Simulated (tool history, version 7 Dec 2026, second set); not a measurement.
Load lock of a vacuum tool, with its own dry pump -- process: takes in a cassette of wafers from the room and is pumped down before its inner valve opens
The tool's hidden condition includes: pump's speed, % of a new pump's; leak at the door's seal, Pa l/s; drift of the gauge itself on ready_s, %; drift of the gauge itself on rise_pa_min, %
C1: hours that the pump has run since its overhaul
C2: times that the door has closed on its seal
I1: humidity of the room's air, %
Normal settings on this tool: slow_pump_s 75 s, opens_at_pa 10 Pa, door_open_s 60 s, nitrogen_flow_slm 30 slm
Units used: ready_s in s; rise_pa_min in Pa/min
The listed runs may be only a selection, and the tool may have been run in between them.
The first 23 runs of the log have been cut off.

run 24 hour=11031.6 | slow_pump_s=137 opens_at_pa=18 door_open_s=203 nitrogen_flow_slm=30 | C1=6395 C2=49803 | I1=43.5 | ready_s=226.9 rise_pa_min=0.345
run 25 hour=11410.2 | slow_pump_s=69 opens_at_pa=17 door_open_s=35 nitrogen_flow_slm=10 | C1=6774 C2=50678 | I1=45.1 | ready_s=174.3 rise_pa_min=0.333
run 26 hour=11933 | slow_pump_s=134 opens_at_pa=7 door_open_s=143 nitrogen_flow_slm=17 | C1=7297 C2=51887 | I1=44.8 | ready_s=236.3 rise_pa_min=0.364
run 27 hour=12553.7 | slow_pump_s=134 opens_at_pa=17 door_open_s=34 nitrogen_flow_slm=43 | C1=7917 C2=53322 | I1=39.5 | ready_s=225.4 rise_pa_min=0.355
run 28 hour=13055.7 | slow_pump_s=54 opens_at_pa=17 door_open_s=39 nitrogen_flow_slm=43 | C1=8419 C2=54482 | I1=44 | ready_s=166.5 rise_pa_min=0.364
run 29 hour=13570.4 | slow_pump_s=54 opens_at_pa=17 door_open_s=39 nitrogen_flow_slm=43 | C1=8934 C2=55672 | I1=44.6 | ready_s=166.5 rise_pa_min=0.377
run 30 hour=13918.4 | slow_pump_s=54 opens_at_pa=9 door_open_s=39 nitrogen_flow_slm=10 | C1=9282 C2=56476 | I1=43.1 | ready_s=177.1 rise_pa_min=0.393
run 31 hour=14341.5 | slow_pump_s=43 opens_at_pa=7 door_open_s=60 nitrogen_flow_slm=30 | C1=9705 C2=57454 | I1=41.8 | ready_s=174.4 rise_pa_min=0.402
run 32 hour=14725.7 | slow_pump_s=49 opens_at_pa=18 door_open_s=42 nitrogen_flow_slm=25 | C1=10089 C2=58343 | I1=45.9 | ready_s=164.5 rise_pa_min=0.405
run 33 hour=15005.5 | slow_pump_s=49 opens_at_pa=18 door_open_s=42 nitrogen_flow_slm=25 | C1=10369 C2=58989 | I1=46.5 | ready_s=165.4 rise_pa_min=0.415
run 34 hour=15482.2 | slow_pump_s=41 opens_at_pa=16 door_open_s=41 nitrogen_flow_slm=41 | C1=10846 C2=60091 | I1=44.2 | ready_s=158.9 rise_pa_min=0.423
run 35 hour=15992.8 | slow_pump_s=75 opens_at_pa=8 door_open_s=60 nitrogen_flow_slm=40 | C1=11356 C2=61272 | I1=44.6 | ready_s=198 rise_pa_min=0.441
run 36 hour=16607.9 | slow_pump_s=81 opens_at_pa=13 door_open_s=60 nitrogen_flow_slm=40 | C1=11971 C2=62694 | I1=48.1 | ready_s=194.2 rise_pa_min=0.458
run 37 hour=17131.2 | slow_pump_s=81 opens_at_pa=13 door_open_s=60 nitrogen_flow_slm=40 | C1=12495 C2=63903 | I1=44.8 | ready_s=196.4 rise_pa_min=0.458

Alternative continuations, all from the tool just after run 37; predict every row:
run A hour=17553.5 | slow_pump_s=72 opens_at_pa=12 door_open_s=60 nitrogen_flow_slm=5 | C1=12917 C2=64880 | I1=46.3 | ready_s=? rise_pa_min=?
run B hour=17553.5 | slow_pump_s=138 opens_at_pa=13 door_open_s=60 nitrogen_flow_slm=33 | C1=12917 C2=64880 | I1=44 | ready_s=? rise_pa_min=?
run C hour=17553.5 | slow_pump_s=75 opens_at_pa=15 door_open_s=234 nitrogen_flow_slm=31 | C1=12917 C2=64880 | I1=40.2 | ready_s=? rise_pa_min=?

run=A ready_s=191.5 rise_pa_min=0.502
run=B ready_s=237.2 rise_pa_min=0.487
run=C ready_s=189.7 rise_pa_min=0.507
Stripped of hidden state, with their random variation kept, the same runs would have yielded:
run=A ready_s=175.5 rise_pa_min=0.035
run=B ready_s=223.7 rise_pa_min=0.022
run=C ready_s=174.2 rise_pa_min=0.047
